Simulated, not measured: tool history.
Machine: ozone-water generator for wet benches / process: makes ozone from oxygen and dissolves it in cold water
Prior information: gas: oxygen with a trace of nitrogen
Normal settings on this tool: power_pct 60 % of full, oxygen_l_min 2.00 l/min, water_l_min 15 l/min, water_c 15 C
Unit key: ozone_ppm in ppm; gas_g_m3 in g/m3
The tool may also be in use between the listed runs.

{"run": 1, "hour": 0.0, "power_pct": 60, "oxygen_l_min": 2.0, "water_l_min": 15, "water_c": 15, "ozone_ppm": 14.1, "gas_g_m3": 185.1}
{"run": 2, "hour": 84.6, "power_pct": 60, "oxygen_l_min": 2.0, "water_l_min": 15, "water_c": 15, "ozone_ppm": 14.2, "gas_g_m3": 185.2}
{"run": 3, "hour": 164.2, "power_pct": 60, "oxygen_l_min": 2.0, "water_l_min": 15, "water_c": 15, "ozone_ppm": 14.1, "gas_g_m3": 183.0}
{"run": 4, "hour": 243.9, "power_pct": 60, "oxygen_l_min": 2.0, "water_l_min": 15, "water_c": 15, "ozone_ppm": 14.1, "gas_g_m3": 184.3}
{"run": 5, "hour": 295.2, "power_pct": 60, "oxygen_l_min": 2.0, "water_l_min": 15, "water_c": 8, "ozone_ppm": 14.6, "gas_g_m3": 183.9}
{"run": 6, "hour": 343.2, "power_pct": 60, "oxygen_l_min": 2.0, "water_l_min": 15, "water_c": 8, "ozone_ppm": 15.1, "gas_g_m3": 182.5}
{"run": 7, "hour": 424.9, "power_pct": 60, "oxygen_l_min": 2.0, "water_l_min": 15, "water_c": 8, "ozone_ppm": 14.7, "gas_g_m3": 184.1}
{"run": 8, "hour": 500.3, "power_pct": 60, "oxygen_l_min": 2.0, "water_l_min": 15, "water_c": 12, "ozone_ppm": 14.3, "gas_g_m3": 183.0}
{"run": 9, "hour": 536.5, "power_pct": 60, "oxygen_l_min": 2.0, "water_l_min": 15, "water_c": 12, "ozone_ppm": 14.4, "gas_g_m3": 183.6}
{"run": 10, "hour": 620.3, "power_pct": 60, "oxygen_l_min": 2.0, "water_l_min": 15, "water_c": 15, "ozone_ppm": 14.0, "gas_g_m3": 183.9}
{"run": 11, "hour": 662.0, "power_pct": 60, "oxygen_l_min": 2.0, "water_l_min": 15, "water_c": 15, "ozone_ppm": 13.9, "gas_g_m3": 183.3}
{"run": 12, "hour": 737.9, "power_pct": 60, "oxygen_l_min": 2.0, "water_l_min": 15, "water_c": 15, "ozone_ppm": 13.7, "gas_g_m3": 182.6}
{"run": 13, "hour": 807.8, "power_pct": 60, "oxygen_l_min": 2.0, "water_l_min": 15, "water_c": 15, "ozone_ppm": 14.0, "gas_g_m3": 182.8}
{"run": 14, "hour": 869.1, "power_pct": 60, "oxygen_l_min": 2.0, "water_l_min": 15, "water_c": 8, "ozone_ppm": 14.6, "gas_g_m3": 182.4}
{"run": 15, "hour": 921.8, "power_pct": 60, "oxygen_l_min": 2.0, "water_l_min": 15, "water_c": 8, "ozone_ppm": 14.9, "gas_g_m3": 183.4}
{"run": 16, "hour": 963.9, "power_pct": 60, "oxygen_l_min": 2.0, "water_l_min": 15, "water_c": 8, "ozone_ppm": 14.7, "gas_g_m3": 182.6}
{"run": 17, "hour": 1046.7, "power_pct": 60, "oxygen_l_min": 2.0, "water_l_min": 15, "water_c": 15, "ozone_ppm": 13.8, "gas_g_m3": 183.9}

For run 18, what comes out?
{"run": 18, "hour": 1090.2, "power_pct": 45, "oxygen_l_min": 3.08, "water_l_min": 13, "water_c": 11, "ozone_ppm": "?", "gas_g_m3": "?"}

ozone_ppm: 13.7 ppm
gas_g_m3: 114.2 g/m3
With no hidden state in the tool, this same run would have given ozone_ppm 14.3 ppm, gas_g_m3 116.3 g/m3.

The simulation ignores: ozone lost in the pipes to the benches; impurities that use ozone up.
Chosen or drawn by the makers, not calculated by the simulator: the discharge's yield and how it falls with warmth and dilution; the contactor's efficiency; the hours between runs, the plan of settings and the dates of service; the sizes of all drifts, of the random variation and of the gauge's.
